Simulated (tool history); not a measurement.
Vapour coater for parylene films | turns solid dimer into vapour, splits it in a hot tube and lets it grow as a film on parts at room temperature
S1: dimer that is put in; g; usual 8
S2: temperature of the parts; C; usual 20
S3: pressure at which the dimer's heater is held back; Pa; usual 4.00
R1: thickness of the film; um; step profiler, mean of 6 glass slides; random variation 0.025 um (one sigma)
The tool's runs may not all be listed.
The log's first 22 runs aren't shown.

run	hour	S1	S2	S3	R1
23	468.1	8	20	2.03	7.67
24	482.8	6	17	10.88	5.71
25	495.8	6	17	10.88	5.67
26	508.4	6	17	10.88	5.68
27	533.3	13	19	4.00	12.29
28	561.0	8	16	4.00	8.51
29	588.6	7	27	2.64	4.93
# hour 602.9: trap's valve overhauled
30	618.2	8	24	3.98	6.20
31	636.5	4	32	3.98	2.22
32	658.3	3	16	8.81	3.03
33	686.3	3	16	8.81	2.99
34	716.0	4	15	3.66	4.45
35	742.4	4	15	3.66	4.47
36	761.2	3	20	5.63	2.65
37	790.0	5	29	4.00	3.14
38	816.7	4	20	4.00	3.64
39	838.1	4	20	4.00	3.63
40	865.5	4	20	4.00	3.63
41	888.6	4	20	4.00	3.62
42	909.7	4	20	4.00	3.63
43	933.7	4	17	4.00	4.10

3 ways to go on from here, each from the tool as it stands after run 43. What would each give?
A	958.5	3	14	8.60	?
B	958.5	3	20	4.00	?
C	958.5	8	24	4.00	?

run	R1
A	3.27
B	2.69
C	6.12
Without the tool's hidden state the same runs would have given:
run	R1
A	3.27
B	2.69
C	6.12

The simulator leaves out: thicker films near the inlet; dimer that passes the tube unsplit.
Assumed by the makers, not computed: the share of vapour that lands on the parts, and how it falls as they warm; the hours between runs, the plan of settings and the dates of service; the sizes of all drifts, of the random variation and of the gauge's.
